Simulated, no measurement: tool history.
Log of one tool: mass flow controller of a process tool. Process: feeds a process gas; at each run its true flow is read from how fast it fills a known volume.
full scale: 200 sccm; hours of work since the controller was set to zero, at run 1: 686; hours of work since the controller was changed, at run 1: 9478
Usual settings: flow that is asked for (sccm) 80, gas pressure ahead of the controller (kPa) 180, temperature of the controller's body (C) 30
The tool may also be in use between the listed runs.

run     hour  flow that is asked for (sccm)  gas pressure ahead of the controller (kPa)  temperature of the controller's body (C)  hours of work since the controller was set to zero  hours of work since the controller was changed  true flow (%)
  1      0.0                             80                                         180                                        30                                                 686                                            9478          99.90
  2    340.0                             80                                         157                                        30                                                 838                                            9630          99.99
  3    752.7                             80                                         157                                        30                                                1024                                            9816         100.07
  4   1043.1                             80                                         180                                        30                                                1154                                            9946          99.94
  5   1362.7                             80                                         180                                        30                                                1298                                           10090          99.93
  6   1840.5                             80                                         180                                        30                                                1513                                           10304          99.89
  7   2407.2                             80                                         180                                        30                                                1767                                           10559          99.82
      2623.4  -- controller exchanged for a calibrated one
  8   2723.8                             80                                         180                                        30                                                  45                                              45          98.70
  9   3044.1                             80                                         180                                        26                                                 189                                             189          99.08
 10   3506.5                             80                                         180                                        26                                                 397                                             397          99.17
 11   3960.6                             80                                         267                                        30                                                 601                                             601          98.29
 12   4524.8                             80                                         267                                        30                                                 854                                             854          98.30
 13   5090.5                             80                                         180                                        30                                                1108                                            1108          98.80
 14   5487.1                             80                                         180                                        30                                                1286                                            1286          98.71
 15   5880.0                             80                                         180                                        30                                                1463                                            1463          98.71
 16   6427.6                             80                                         180                                        30                                                1709                                            1709          98.79
 17   6703.4                             80                                         176                                        30                                                1833                                            1833          98.88
      6744.2  -- controller's zero set anew
 18   6955.2                             80                                         180                                        30                                                  95                                            1946          98.72
 19   7249.5                             80                                         180                                        30                                                 227                                            2078          98.70
 20   7637.3                             80                                         180                                        30                                                 401                                            2252          98.63
 21   8165.2                             80                                         180                                        30                                                 638                                            2489          98.66
 22   8602.6                             80                                         180                                        30                                                 835                                            2686          98.81
 23   9151.1                             80                                         207                                        28                                                1081                                            2932          98.78
      9434.9  -- controller's zero set anew, once more
 24   9596.8                             80                                         207                                        39                                                  73                                            3132          97.89
 25   9978.3                             37                                         166                                        22                                                 244                                            3303          99.54
 26  10223.1                             70                                         152                                        33                                                 354                                            3413          98.76
 27  10795.2                             50                                         157                                        29                                                 611                                            3670          99.01
 28  11378.4                            141                                         152                                        34                                                 873                                            3932          99.04
 29  11950.3                            141                                         160                                        34                                                1130                                            4189          99.17
 30  12422.5                             80                                         164                                        30                                                1342                                            4401          99.10
 31  12668.1                             22                                         188                                        22                                                1452                                            4512          98.81
 32  13062.4                             22                                         188                                        22                                                1630                                            4689          98.78
 33  13467.3                             61                                         237                                        22                                                1811                                            4871          99.50
 34  13993.7                             23                                         238                                        35                                                2048                                            5107          97.17
 35  14479.8                            102                                         180                                        23                                                2266                                            5326         100.03
 36  14919.7                            175                                         180                                        26                                                2464                                            5523         100.26
 37  15386.2                             28                                         227                                        30                                                2673                                            5733          97.96
 38  15795.7                             28                                         161                                        32                                                2857                                            5917          97.84
 39  16364.7                            157                                         180                                        25                                                3113                                            6172         100.26
 40  16857.0                            157                                         234                                        25                                                3334                                            6394         100.14
 41  17408.0                            184                                         234                                        25                                                3582                                            6641         100.35

How the hidden state differs across the entries between the runs, from the last listed run before each to the first after it:
Between runs 7 and 8: controller exchanged for a calibrated one (hour 2623.4)
  flow at rest that the sensor doesn't see, % of full scale: -0.084 -> -0.004; true flow over the shown one, %: 1.37 -> -0.07
  measured less the result without the state, true flow (%): +1.16 -> -0.08
Between runs 17 and 18: controller's zero set anew (hour 6744.2)
  flow at rest that the sensor doesn't see, % of full scale: -0.073 -> -0.107; true flow over the shown one, %: 0.16 -> 0.17
  measured less the result without the state, true flow (%): -0.03 -> -0.09
Between runs 23 and 24: controller's zero set anew, once more (hour 9434.9)
  flow at rest that the sensor doesn't see, % of full scale: -0.147 -> -0.045; true flow over the shown one, %: 0.29 -> 0.32
  measured less the result without the state, true flow (%): -0.08 -> +0.20
